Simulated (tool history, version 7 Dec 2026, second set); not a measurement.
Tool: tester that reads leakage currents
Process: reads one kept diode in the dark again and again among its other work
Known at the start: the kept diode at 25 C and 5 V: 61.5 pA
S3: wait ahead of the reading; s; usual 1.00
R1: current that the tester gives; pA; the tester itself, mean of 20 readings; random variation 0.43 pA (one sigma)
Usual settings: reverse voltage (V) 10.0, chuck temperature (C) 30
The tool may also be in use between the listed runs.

Run 1, hour 0.0: usual settings. Result: R1 135.07 pA.
Run 2, hour 111.1: usual settings. Result: R1 133.64 pA.
Run 3, hour 194.3: usual settings but reverse voltage (V) 3.8. Result: R1 72.09 pA.
Run 4, hour 279.1: usual settings. Result: R1 124.53 pA.
Run 5, hour 401.1: usual settings. Result: R1 125.16 pA.
Run 6, hour 480.2: usual settings. Result: R1 123.69 pA.
Run 7, hour 594.9: usual settings. Result: R1 123.94 pA.
Run 8, hour 672.4: usual settings. Result: R1 123.24 pA.
Run 9, hour 778.6: usual settings. Result: R1 122.97 pA.
Run 10, hour 868.0: usual settings. Result: R1 121.86 pA.
Run 11, hour 1000.8: usual settings. Result: R1 124.99 pA.
Run 12, hour 1054.6: usual settings. Result: R1 124.17 pA.
Run 13, hour 1144.1: usual settings but chuck temperature (C) 32, S3 7.79 s. Result: R1 142.92 pA.
Run 14, hour 1208.6: usual settings but reverse voltage (V) 1.4, chuck temperature (C) 47, S3 2.30 s. Result: R1 152.95 pA.
Run 15, hour 1330.2: usual settings but reverse voltage (V) 1.2, chuck temperature (C) 53, S3 1.21 s. Result: R1 219.03 pA.
Run 16, hour 1390.0: usual settings but reverse voltage (V) 1.2, chuck temperature (C) 53, S3 1.21 s. Result: R1 218.47 pA.
Run 17, hour 1459.1: usual settings but reverse voltage (V) 1.2, chuck temperature (C) 53, S3 1.21 s. Result: R1 216.94 pA.
Run 18, hour 1591.0: usual settings but reverse voltage (V) 15.8, chuck temperature (C) 35, S3 0.92 s. Result: R1 279.55 pA.
Run 19, hour 1694.7: usual settings but reverse voltage (V) 9.1, chuck temperature (C) 58, S3 2.60 s. Result: R1 1107.16 pA.
Run 20, hour 1765.4: usual settings but reverse voltage (V) 19.3, S3 5.06 s. Result: R1 207.09 pA.
Run 21, hour 1865.0: usual settings but reverse voltage (V) 1.1, S3 5.06 s. Result: R1 40.30 pA.

Not shown: 3 entries that the log had between the listed runs. Between which runs, and how does the tool's hidden state differ before and after?
Between runs 2 and 3: probe card cleaned and baked (hour 152.8)
  stray current of the dirty probe card, pA a volt: 0.891 -> 0.038; current scale over the true one, %: -1.54 -> -1.61; true chuck temperature over the reading, C: -1.28 -> -1.34
  measured less the result without the state, R1: -7.45 -> -9.66 pA
Between runs 10 and 11: tester calibrated (hour 934.0)
  stray current of the dirty probe card, pA a volt: 0.298 -> 0.347; current scale over the true one, %: -2.18 -> 0.03; true chuck temperature over the reading, C: -1.79 -> -1.88
  measured less the result without the state, R1: -19.16 -> -16.90 pA
Between runs 17 and 18: chuck's temperature calibrated (hour 1524.6)
  stray current of the dirty probe card, pA a volt: 0.526 -> 0.574; current scale over the true one, %: -0.37 -> -0.48; true chuck temperature over the reading, C: -2.19 -> -0.13
  measured less the result without the state, R1: -37.55 -> +4.62 pA

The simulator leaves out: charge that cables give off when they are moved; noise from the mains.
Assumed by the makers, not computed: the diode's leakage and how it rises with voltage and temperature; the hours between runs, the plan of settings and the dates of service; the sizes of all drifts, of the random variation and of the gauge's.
